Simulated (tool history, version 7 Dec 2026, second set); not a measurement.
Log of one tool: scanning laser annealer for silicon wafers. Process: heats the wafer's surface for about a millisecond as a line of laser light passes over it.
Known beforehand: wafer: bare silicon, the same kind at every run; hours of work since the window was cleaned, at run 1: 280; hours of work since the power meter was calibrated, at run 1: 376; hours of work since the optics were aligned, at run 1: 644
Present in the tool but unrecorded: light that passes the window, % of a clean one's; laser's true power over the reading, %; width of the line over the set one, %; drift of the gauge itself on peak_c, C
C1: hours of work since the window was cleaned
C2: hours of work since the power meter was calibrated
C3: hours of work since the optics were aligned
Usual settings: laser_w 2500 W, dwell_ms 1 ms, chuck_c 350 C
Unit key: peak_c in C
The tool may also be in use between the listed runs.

{"run": 1, "hour": 0.0, "laser_w": 2500, "dwell_ms": 1, "chuck_c": 350, "C1": 280, "C2": 376, "C3": 644, "peak_c": 1089}
{"run": 2, "hour": 13.1, "laser_w": 2500, "dwell_ms": 1, "chuck_c": 350, "C1": 289, "C2": 385, "C3": 653, "peak_c": 1089}
{"run": 3, "hour": 21.8, "laser_w": 2500, "dwell_ms": 1, "chuck_c": 350, "C1": 295, "C2": 390, "C3": 658, "peak_c": 1087}
{"run": 4, "hour": 32.8, "laser_w": 2500, "dwell_ms": 1, "chuck_c": 350, "C1": 302, "C2": 398, "C3": 666, "peak_c": 1086}
{"run": 5, "hour": 45.8, "laser_w": 2500, "dwell_ms": 1, "chuck_c": 350, "C1": 310, "C2": 406, "C3": 674, "peak_c": 1087}
{"run": 6, "hour": 65.6, "laser_w": 2500, "dwell_ms": 1, "chuck_c": 350, "C1": 324, "C2": 419, "C3": 688, "peak_c": 1087}
{"run": 7, "hour": 80.1, "laser_w": 2500, "dwell_ms": 1, "chuck_c": 350, "C1": 333, "C2": 429, "C3": 697, "peak_c": 1089}
{"run": 8, "hour": 98.3, "laser_w": 2500, "dwell_ms": 1, "chuck_c": 350, "C1": 345, "C2": 441, "C3": 709, "peak_c": 1084}
{"run": 9, "hour": 113.6, "laser_w": 2500, "dwell_ms": 1, "chuck_c": 350, "C1": 356, "C2": 451, "C3": 719, "peak_c": 1084}
{"run": 10, "hour": 122.5, "laser_w": 2500, "dwell_ms": 1, "chuck_c": 350, "C1": 361, "C2": 457, "C3": 725, "peak_c": 1083}
{"run": 11, "hour": 135.5, "laser_w": 2304, "dwell_ms": 1, "chuck_c": 350, "C1": 370, "C2": 466, "C3": 734, "peak_c": 1026}
{"run": 12, "hour": 144.5, "laser_w": 2304, "dwell_ms": 1, "chuck_c": 350, "C1": 376, "C2": 472, "C3": 740, "peak_c": 1023}
{"run": 13, "hour": 154.5, "laser_w": 2500, "dwell_ms": 0.75, "chuck_c": 378, "C1": 383, "C2": 478, "C3": 747, "peak_c": 1018}
{"run": 14, "hour": 171.1, "laser_w": 2500, "dwell_ms": 0.88, "chuck_c": 322, "C1": 394, "C2": 490, "C3": 758, "peak_c": 1016}
{"run": 15, "hour": 181.0, "laser_w": 2500, "dwell_ms": 0.88, "chuck_c": 322, "C1": 400, "C2": 496, "C3": 764, "peak_c": 1014}
{"run": 16, "hour": 192.4, "laser_w": 2500, "dwell_ms": 1.13, "chuck_c": 379, "C1": 408, "C2": 504, "C3": 772, "peak_c": 1155}
{"run": 17, "hour": 205.5, "laser_w": 2651, "dwell_ms": 1.13, "chuck_c": 341, "C1": 417, "C2": 512, "C3": 780, "peak_c": 1168}
{"run": 18, "hour": 224.8, "laser_w": 2351, "dwell_ms": 0.96, "chuck_c": 359, "C1": 429, "C2": 525, "C3": 793, "peak_c": 1027}
{"run": 19, "hour": 238.6, "laser_w": 2351, "dwell_ms": 0.96, "chuck_c": 359, "C1": 439, "C2": 534, "C3": 802, "peak_c": 1033}
{"run": 20, "hour": 258.0, "laser_w": 2741, "dwell_ms": 1.02, "chuck_c": 371, "C1": 451, "C2": 547, "C3": 815, "peak_c": 1184}
{"run": 21, "hour": 269.5, "laser_w": 2484, "dwell_ms": 1.02, "chuck_c": 354, "C1": 459, "C2": 555, "C3": 823, "peak_c": 1085}
{"run": 22, "hour": 289.4, "laser_w": 2484, "dwell_ms": 1.02, "chuck_c": 354, "C1": 472, "C2": 568, "C3": 836, "peak_c": 1085}
{"run": 23, "hour": 297.5, "laser_w": 2484, "dwell_ms": 1.02, "chuck_c": 354, "C1": 478, "C2": 574, "C3": 842, "peak_c": 1086}

A few steps of peak_c between consecutive runs. Split each: what settings, incoming material and random variation would produce without the hidden state, and what is left over for the hidden state, along with gauge scatter present in only one of the two compared results (measured, and without hidden state):
Run 15 -> 16: dwell_ms 0.88 -> 1.13, chuck_c 322 -> 379. peak_c +141 C: hidden state -3, all else +144.
Run 17 -> 18: laser_w 2651 -> 2351, dwell_ms 1.13 -> 0.96, chuck_c 341 -> 359. peak_c -141 C: hidden state +5, all else -146.
Run 19 -> 20: laser_w 2351 -> 2741, dwell_ms 0.96 -> 1.02, chuck_c 359 -> 371. peak_c +151 C: hidden state -7, all else +158.

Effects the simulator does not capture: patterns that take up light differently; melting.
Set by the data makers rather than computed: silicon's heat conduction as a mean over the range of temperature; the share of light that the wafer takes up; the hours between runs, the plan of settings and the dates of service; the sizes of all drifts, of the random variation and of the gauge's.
